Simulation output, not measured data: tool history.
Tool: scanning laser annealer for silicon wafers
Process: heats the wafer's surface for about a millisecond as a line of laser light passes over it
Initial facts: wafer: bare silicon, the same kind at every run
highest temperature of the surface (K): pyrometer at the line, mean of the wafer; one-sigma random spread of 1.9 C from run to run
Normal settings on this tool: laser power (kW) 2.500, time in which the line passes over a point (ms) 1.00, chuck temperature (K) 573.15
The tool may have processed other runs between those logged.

run	hour	laser power (kW)	time in which the line passes over a point (ms)	chuck temperature (K)	highest temperature of the surface (K)
1	0.0	2.500	1.00	573.15	1361.15
2	46.9	2.424	1.00	573.15	1329.15
3	86.9	2.500	1.00	573.15	1357.15
4	114.6	2.500	1.00	573.15	1361.15
5	156.1	2.500	1.00	573.15	1352.15
6	202.1	2.500	1.00	573.15	1352.15
# hour 234.4: window over the wafer cleaned
7	238.5	2.500	1.00	573.15	1388.15
8	263.7	2.500	1.00	573.15	1383.15
9	308.5	2.500	1.00	573.15	1384.15
10	337.8	2.500	1.00	573.15	1381.15
11	382.6	2.500	1.00	585.15	1389.15
12	407.1	2.473	1.00	585.15	1380.15
13	432.9	2.473	1.00	585.15	1374.15
14	459.4	2.500	1.14	573.15	1425.15
15	480.1	2.500	1.14	573.15	1428.15
16	521.2	2.500	1.14	573.15	1426.15
17	552.1	2.500	1.14	573.15	1426.15
18	580.4	2.204	1.00	573.15	1252.15
19	609.7	2.204	1.00	573.15	1247.15
20	630.9	2.204	1.00	573.15	1245.15
21	653.1	2.160	0.88	550.15	1164.15
22	688.7	2.676	0.87	603.15	1411.15
23	714.4	2.676	0.87	603.15	1409.15
24	760.7	2.594	0.93	573.15	1372.15
# hour 790.1: optics aligned, line set to its width
25	792.0	2.594	0.93	573.15	1389.15
26	839.4	2.594	0.93	573.15	1386.15
27	877.6	2.594	1.18	573.15	1483.15
28	920.5	2.594	1.18	573.15	1482.15
29	963.5	2.594	1.18	573.15	1481.15
30	988.7	2.372	0.94	599.15	1318.15
31	1014.0	2.335	1.00	568.15	1291.15
32	1055.3	2.463	1.00	606.15	1379.15
# hour 1060.4: window over the wafer cleaned
33	1104.9	2.463	1.00	606.15	1411.15
34	1155.5	2.463	1.00	606.15	1412.15
35	1191.0	2.605	0.74	594.15	1339.15
36	1215.9	2.605	0.74	594.15	1337.15
37	1250.6	2.605	0.74	594.15	1334.15

A few steps of highest temperature of the surface (K) between consecutive runs. Split each: what settings, incoming material and random variation would produce without the hidden state, and what is left over for the hidden state, along with gauge scatter present in only one of the two compared results (measured, and without hidden state):
Hidden state at play: light that passes the window, % of a clean one's; laser's true power over the reading, %; width of the line over the set one, %; drift of the gauge itself on peak_c, C.
Run 6 -> 7: window over the wafer cleaned. highest temperature of the surface (K) +36.00: hidden state +32.00, all else +4.00.
Run 17 -> 18: laser power (kW) 2.500 -> 2.204, time in which the line passes over a point (ms) 1.14 -> 1.00. highest temperature of the surface (K) -174.00: hidden state +5.00, all else -179.00.
Run 21 -> 22: laser power (kW) 2.160 -> 2.676, time in which the line passes over a point (ms) 0.88 -> 0.87, chuck temperature (K) 550.15 -> 603.15. highest temperature of the surface (K) +247.00: hidden state -11.00, all else +258.00.
Run 24 -> 25: optics aligned, line set to its width. highest temperature of the surface (K) +17.00: hidden state +15.00, all else +2.00.
Run 29 -> 30: laser power (kW) 2.594 -> 2.372, time in which the line passes over a point (ms) 1.18 -> 0.94, chuck temperature (K) 573.15 -> 599.15. highest temperature of the surface (K) -163.00: hidden state +6.00, all else -169.00.
Run 32 -> 33: window over the wafer cleaned. highest temperature of the surface (K) +32.00: hidden state +32.00, all else +0.00.

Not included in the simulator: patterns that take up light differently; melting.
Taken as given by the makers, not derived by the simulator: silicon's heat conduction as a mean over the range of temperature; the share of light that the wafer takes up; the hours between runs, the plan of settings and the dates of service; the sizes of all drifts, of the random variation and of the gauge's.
